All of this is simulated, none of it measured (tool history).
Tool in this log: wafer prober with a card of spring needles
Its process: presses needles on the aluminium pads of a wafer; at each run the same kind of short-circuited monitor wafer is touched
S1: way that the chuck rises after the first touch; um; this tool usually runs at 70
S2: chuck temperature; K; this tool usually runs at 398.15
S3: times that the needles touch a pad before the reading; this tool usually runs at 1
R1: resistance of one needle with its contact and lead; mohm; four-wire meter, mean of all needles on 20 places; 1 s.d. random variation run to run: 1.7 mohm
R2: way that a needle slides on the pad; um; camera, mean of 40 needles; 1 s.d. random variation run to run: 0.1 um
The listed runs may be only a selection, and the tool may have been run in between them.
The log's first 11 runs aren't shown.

run 12 hour=98.3 | S1=75 S2=398.15 S3=1 | R1=202 R2=15.33
-- hour=102.8 tips cleaned on abrasive film
run 13 hour=109.7 | S1=75 S2=398.15 S3=1 | R1=196 R2=15.50
run 14 hour=117.0 | S1=75 S2=398.15 S3=1 | R1=207 R2=15.42
-- hour=117.7 tips cleaned on abrasive film
run 15 hour=128.5 | S1=70 S2=398.15 S3=1 | R1=214 R2=14.36
-- hour=132.9 tips cleaned on abrasive film
run 16 hour=135.7 | S1=70 S2=398.15 S3=1 | R1=184 R2=14.29
run 17 hour=144.0 | S1=70 S2=398.15 S3=1 | R1=216 R2=14.46
-- hour=147.7 tips cleaned on abrasive film
run 18 hour=152.9 | S1=70 S2=398.15 S3=1 | R1=195 R2=14.24
run 19 hour=161.3 | S1=70 S2=398.15 S3=1 | R1=219 R2=14.44
-- hour=162.4 tips cleaned on abrasive film
run 20 hour=168.9 | S1=70 S2=304.15 S3=1 | R1=186 R2=14.09
run 21 hour=174.8 | S1=70 S2=304.15 S3=1 | R1=205 R2=14.26
-- hour=177.3 tips cleaned on abrasive film
run 22 hour=180.5 | S1=72 S2=398.15 S3=2 | R1=177 R2=14.81
run 23 hour=185.9 | S1=72 S2=331.15 S3=2 | R1=178 R2=14.78
-- hour=191.9 tips cleaned on abrasive film
run 24 hour=192.2 | S1=89 S2=311.15 S3=2 | R1=150 R2=18.33
run 25 hour=199.0 | S1=89 S2=311.15 S3=2 | R1=162 R2=18.44
run 26 hour=204.1 | S1=89 S2=311.15 S3=2 | R1=168 R2=18.36
-- hour=206.6 tips cleaned on abrasive film
run 27 hour=214.2 | S1=89 S2=304.15 S3=3 | R1=157 R2=18.22
-- hour=221.3 tips cleaned on abrasive film
run 28 hour=225.8 | S1=89 S2=304.15 S3=3 | R1=154 R2=18.38
run 29 hour=235.4 | S1=89 S2=304.15 S3=3 | R1=160 R2=18.17
-- hour=236.0 tips cleaned on abrasive film
run 30 hour=243.8 | S1=54 S2=301.15 S3=1 | R1=223 R2=10.73
-- hour=251.0 tips cleaned on abrasive film
run 31 hour=253.6 | S1=54 S2=301.15 S3=1 | R1=185 R2=10.87
run 32 hour=262.2 | S1=65 S2=322.15 S3=2 | R1=192 R2=13.04
-- hour=265.7 tips cleaned on abrasive film
run 33 hour=272.7 | S1=65 S2=398.15 S3=1 | R1=211 R2=13.12
-- hour=280.1 tips cleaned on abrasive film
run 34 hour=280.3 | S1=70 S2=358.15 S3=1 | R1=164 R2=14.21
run 35 hour=290.0 | S1=53 S2=362.15 S3=3 | R1=197 R2=10.43

Below are 3 alternative next runs, each starting from the tool's condition after run 35. Predict each:
-- hour=295.5 tips cleaned on abrasive film
run A hour=300.9 | S1=53 S2=378.15 S3=1 | R1=? R2=?
-- hour=295.5 tips cleaned on abrasive film
run B hour=300.9 | S1=76 S2=398.15 S3=1 | R1=? R2=?
-- hour=295.5 tips cleaned on abrasive film
run C hour=300.9 | S1=53 S2=315.15 S3=1 | R1=? R2=?

run=A R1=224 R2=10.42
run=B R1=192 R2=15.54
run=C R1=216 R2=10.40
With no hidden state in the tool, these same runs would have given:
run=A R1=167 R2=11.40
run=B R1=164 R2=16.53
run=C R1=153 R2=11.38
